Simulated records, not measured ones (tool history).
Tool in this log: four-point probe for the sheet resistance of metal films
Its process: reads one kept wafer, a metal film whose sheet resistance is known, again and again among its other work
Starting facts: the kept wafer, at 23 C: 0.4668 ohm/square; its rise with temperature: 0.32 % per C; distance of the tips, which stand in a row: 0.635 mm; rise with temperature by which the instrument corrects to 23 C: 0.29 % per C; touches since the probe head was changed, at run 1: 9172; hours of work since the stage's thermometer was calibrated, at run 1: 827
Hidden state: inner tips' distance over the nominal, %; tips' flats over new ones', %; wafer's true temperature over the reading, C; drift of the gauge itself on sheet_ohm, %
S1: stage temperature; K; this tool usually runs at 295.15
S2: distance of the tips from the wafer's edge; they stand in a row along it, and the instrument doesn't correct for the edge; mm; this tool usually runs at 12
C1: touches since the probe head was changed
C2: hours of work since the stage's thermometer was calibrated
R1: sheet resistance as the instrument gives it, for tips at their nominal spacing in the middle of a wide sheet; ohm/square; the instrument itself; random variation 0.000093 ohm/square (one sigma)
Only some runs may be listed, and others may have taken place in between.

Run 1, day 0: usual settings; C1 9172; C2 827. Result: R1 0.469187 ohm/square.
Run 2, day 0.462: usual settings; C1 9332; C2 832. Result: R1 0.46919 ohm/square.
Run 3, day 0.892: usual settings; C1 9481; C2 836. Result: R1 0.46913 ohm/square.
Run 4, day 1.55: usual settings; C1 9710; C2 843. Result: R1 0.469076 ohm/square.
Run 5, day 1.912: usual settings but S1 296.15 K; C1 9836; C2 847. Result: R1 0.469235 ohm/square.
Run 6, day 2.362: usual settings but S1 296.15 K; C1 9992; C2 851. Result: R1 0.469256 ohm/square.
Run 7, day 2.721: usual settings but S1 296.15 K; C1 10116; C2 855. Result: R1 0.469372 ohm/square.
Run 8, day 3.229: usual settings but S1 296.15 K; C1 10293; C2 860. Result: R1 0.469482 ohm/square.
Run 9, day 3.85: usual settings but S1 296.15 K; C1 10510; C2 866. Result: R1 0.469442 ohm/square.
Run 10, day 4.521: usual settings but S1 296.15 K; C1 10742; C2 873. Result: R1 0.46938 ohm/square.
Run 11, day 4.846: usual settings but S1 298.15 K, S2 3 mm; C1 10855; C2 877. Result: R1 0.479966 ohm/square.
Run 12, day 5.192: usual settings but S1 297.15 K, S2 13 mm; C1 10975; C2 880. Result: R1 0.46952 ohm/square.
Run 13, day 5.754: usual settings but S1 297.15 K, S2 13 mm; C1 11171; C2 886. Result: R1 0.469271 ohm/square.
Run 14, day 6.221: usual settings but S1 293.15 K; C1 11332; C2 890. Result: R1 0.468996 ohm/square.
Run 15, day 6.812: usual settings but S1 302.15 K, S2 15 mm; C1 11539; C2 897. Result: R1 0.470223 ohm/square.
Run 16, day 7.425: usual settings but S1 301.15 K, S2 4 mm; C1 11751; C2 903. Result: R1 0.475691 ohm/square.

What will run 17 give?
Run 17, day 7.746: usual settings but S1 301.15 K, S2 4 mm; C1 11864; C2 906. Result: R1 ?.

R1: 0.475742 ohm/square
On a tool with no hidden condition, and with the same random variation, this run would have come out at R1 0.473833 ohm/square.
